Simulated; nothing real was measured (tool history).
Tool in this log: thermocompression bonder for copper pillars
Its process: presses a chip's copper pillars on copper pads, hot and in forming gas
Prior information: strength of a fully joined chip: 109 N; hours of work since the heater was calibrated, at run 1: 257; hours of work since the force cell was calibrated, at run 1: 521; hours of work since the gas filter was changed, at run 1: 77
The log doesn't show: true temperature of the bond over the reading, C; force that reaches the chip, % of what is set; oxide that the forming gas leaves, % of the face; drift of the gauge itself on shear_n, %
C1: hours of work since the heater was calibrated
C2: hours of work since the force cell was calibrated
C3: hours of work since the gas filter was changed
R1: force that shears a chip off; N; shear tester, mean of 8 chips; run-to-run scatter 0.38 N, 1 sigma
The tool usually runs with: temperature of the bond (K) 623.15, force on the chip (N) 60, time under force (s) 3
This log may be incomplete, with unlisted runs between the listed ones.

{"run": 1, "day": 0.0, "temperature of the bond (K)": 623.15, "force on the chip (N)": 60, "time under force (s)": 3, "C1": 257, "C2": 521, "C3": 77, "R1": 40.6}
{"run": 2, "day": 0.417, "temperature of the bond (K)": 623.15, "force on the chip (N)": 60, "time under force (s)": 3, "C1": 263, "C2": 527, "C3": 83, "R1": 40.5}
{"run": 3, "day": 0.992, "temperature of the bond (K)": 623.15, "force on the chip (N)": 60, "time under force (s)": 3, "C1": 271, "C2": 535, "C3": 91, "R1": 40.5}
{"run": 4, "day": 1.258, "temperature of the bond (K)": 623.15, "force on the chip (N)": 60, "time under force (s)": 3, "C1": 275, "C2": 539, "C3": 94, "R1": 40.4}
{"run": 5, "day": 1.762, "temperature of the bond (K)": 623.15, "force on the chip (N)": 60, "time under force (s)": 3, "C1": 282, "C2": 546, "C3": 101, "R1": 40.2}
{"run": 6, "day": 2.288, "temperature of the bond (K)": 623.15, "force on the chip (N)": 60, "time under force (s)": 3, "C1": 289, "C2": 553, "C3": 109, "R1": 39.9}
{"run": 7, "day": 2.558, "temperature of the bond (K)": 623.15, "force on the chip (N)": 60, "time under force (s)": 3, "C1": 293, "C2": 557, "C3": 113, "R1": 40.3}
{"run": 8, "day": 3.025, "temperature of the bond (K)": 623.15, "force on the chip (N)": 60, "time under force (s)": 3, "C1": 299, "C2": 563, "C3": 119, "R1": 40.5}
{"run": 9, "day": 3.542, "temperature of the bond (K)": 623.15, "force on the chip (N)": 60, "time under force (s)": 3, "C1": 307, "C2": 571, "C3": 126, "R1": 40.3}
{"run": 10, "day": 3.904, "temperature of the bond (K)": 623.15, "force on the chip (N)": 60, "time under force (s)": 3, "C1": 312, "C2": 576, "C3": 132, "R1": 40.0}
{"run": 11, "day": 4.35, "temperature of the bond (K)": 621.15, "force on the chip (N)": 60, "time under force (s)": 3, "C1": 318, "C2": 582, "C3": 138, "R1": 39.6}
{"run": 12, "day": 4.788, "temperature of the bond (K)": 621.15, "force on the chip (N)": 60, "time under force (s)": 3, "C1": 324, "C2": 588, "C3": 144, "R1": 39.1}
{"run": 13, "day": 5.279, "temperature of the bond (K)": 623.15, "force on the chip (N)": 44, "time under force (s)": 3, "C1": 331, "C2": 595, "C3": 151, "R1": 29.4}
{"run": 14, "day": 5.675, "temperature of the bond (K)": 623.15, "force on the chip (N)": 44, "time under force (s)": 3, "C1": 337, "C2": 601, "C3": 156, "R1": 29.0}
{"run": 15, "day": 6.179, "temperature of the bond (K)": 606.15, "force on the chip (N)": 60, "time under force (s)": 3, "C1": 344, "C2": 608, "C3": 163, "R1": 33.1}
{"run": 16, "day": 6.521, "temperature of the bond (K)": 606.15, "force on the chip (N)": 60, "time under force (s)": 3, "C1": 349, "C2": 612, "C3": 168, "R1": 33.3}
{"run": 17, "day": 7.054, "temperature of the bond (K)": 606.15, "force on the chip (N)": 60, "time under force (s)": 3, "C1": 356, "C2": 620, "C3": 176, "R1": 33.7}
{"run": 18, "day": 7.517, "temperature of the bond (K)": 606.15, "force on the chip (N)": 60, "time under force (s)": 3, "C1": 363, "C2": 626, "C3": 182, "R1": 33.5}
{"run": 19, "day": 7.925, "temperature of the bond (K)": 606.15, "force on the chip (N)": 60, "time under force (s)": 3, "C1": 368, "C2": 632, "C3": 188, "R1": 33.3}
{"run": 20, "day": 8.167, "temperature of the bond (K)": 606.15, "force on the chip (N)": 48, "time under force (s)": 4, "C1": 372, "C2": 636, "C3": 191, "R1": 30.5}
{"run": 21, "day": 8.588, "temperature of the bond (K)": 630.15, "force on the chip (N)": 37, "time under force (s)": 6, "C1": 378, "C2": 642, "C3": 197, "R1": 35.6}
{"run": 22, "day": 9.154, "temperature of the bond (K)": 599.15, "force on the chip (N)": 64, "time under force (s)": 6, "C1": 386, "C2": 650, "C3": 205, "R1": 43.9}
{"run": 23, "day": 9.538, "temperature of the bond (K)": 599.15, "force on the chip (N)": 64, "time under force (s)": 6, "C1": 391, "C2": 655, "C3": 211, "R1": 44.0}
{"run": 24, "day": 9.938, "temperature of the bond (K)": 647.15, "force on the chip (N)": 62, "time under force (s)": 9, "C1": 397, "C2": 661, "C3": 216, "R1": 70.1}
{"run": 25, "day": 10.171, "temperature of the bond (K)": 594.15, "force on the chip (N)": 49, "time under force (s)": 6, "C1": 400, "C2": 664, "C3": 220, "R1": 32.1}
{"run": 26, "day": 10.442, "temperature of the bond (K)": 618.15, "force on the chip (N)": 87, "time under force (s)": 7, "C1": 404, "C2": 668, "C3": 223, "R1": 67.9}
{"day": 10.55, "done": "force cell calibrated"}
{"run": 27, "day": 10.879, "temperature of the bond (K)": 622.15, "force on the chip (N)": 69, "time under force (s)": 2, "C1": 409, "C2": 5, "C3": 229, "R1": 36.9}
{"run": 28, "day": 11.175, "temperature of the bond (K)": 622.15, "force on the chip (N)": 69, "time under force (s)": 2, "C1": 413, "C2": 9, "C3": 233, "R1": 37.5}
{"run": 29, "day": 11.45, "temperature of the bond (K)": 622.15, "force on the chip (N)": 69, "time under force (s)": 2, "C1": 417, "C2": 13, "C3": 237, "R1": 37.5}
{"run": 30, "day": 11.9, "temperature of the bond (K)": 622.15, "force on the chip (N)": 69, "time under force (s)": 2, "C1": 423, "C2": 19, "C3": 243, "R1": 37.0}
{"day": 12.058, "done": "force cell calibrated, once more"}
{"run": 31, "day": 12.442, "temperature of the bond (K)": 608.15, "force on the chip (N)": 51, "time under force (s)": 3, "C1": 430, "C2": 5, "C3": 250, "R1": 29.7}
{"run": 32, "day": 12.862, "temperature of the bond (K)": 623.15, "force on the chip (N)": 66, "time under force (s)": 3, "C1": 436, "C2": 11, "C3": 256, "R1": 43.8}
{"run": 33, "day": 13.292, "temperature of the bond (K)": 637.15, "force on the chip (N)": 55, "time under force (s)": 7, "C1": 442, "C2": 17, "C3": 262, "R1": 56.5}
{"day": 13.688, "done": "forming gas filter changed"}
{"run": 34, "day": 13.825, "temperature of the bond (K)": 623.15, "force on the chip (N)": 41, "time under force (s)": 3, "C1": 449, "C2": 24, "C3": 2, "R1": 29.6}
{"run": 35, "day": 14.329, "temperature of the bond (K)": 604.15, "force on the chip (N)": 43, "time under force (s)": 2, "C1": 456, "C2": 32, "C3": 9, "R1": 21.6}
{"run": 36, "day": 14.908, "temperature of the bond (K)": 604.15, "force on the chip (N)": 43, "time under force (s)": 2, "C1": 464, "C2": 40, "C3": 17, "R1": 21.3}
{"run": 37, "day": 15.333, "temperature of the bond (K)": 623.15, "force on the chip (N)": 57, "time under force (s)": 8, "C1": 470, "C2": 46, "C3": 23, "R1": 57.7}
{"run": 38, "day": 15.846, "temperature of the bond (K)": 623.15, "force on the chip (N)": 57, "time under force (s)": 8, "C1": 478, "C2": 53, "C3": 30, "R1": 57.4}

Run by run, hidden condition taken away, random variation retained:
run=1 R1=41.1
run=2 R1=41.0
run=3 R1=41.1
run=4 R1=40.9
run=5 R1=40.9
run=6 R1=40.6
run=7 R1=41.0
run=8 R1=41.3
run=9 R1=41.2
run=10 R1=40.9
run=11 R1=40.5
run=12 R1=40.1
run=13 R1=30.2
run=14 R1=29.8
run=15 R1=34.0
run=16 R1=34.3
run=17 R1=34.7
run=18 R1=34.5
run=19 R1=34.4
run=20 R1=31.5
run=21 R1=36.9
run=22 R1=45.5
run=23 R1=45.7
run=24 R1=73.4
run=25 R1=33.3
run=26 R1=71.0
run=27 R1=38.9
run=28 R1=39.5
run=29 R1=39.6
run=30 R1=39.1
run=31 R1=30.1
run=32 R1=44.8
run=33 R1=58.2
run=34 R1=28.4
run=35 R1=20.6
run=36 R1=20.4
run=37 R1=56.0
run=38 R1=55.8
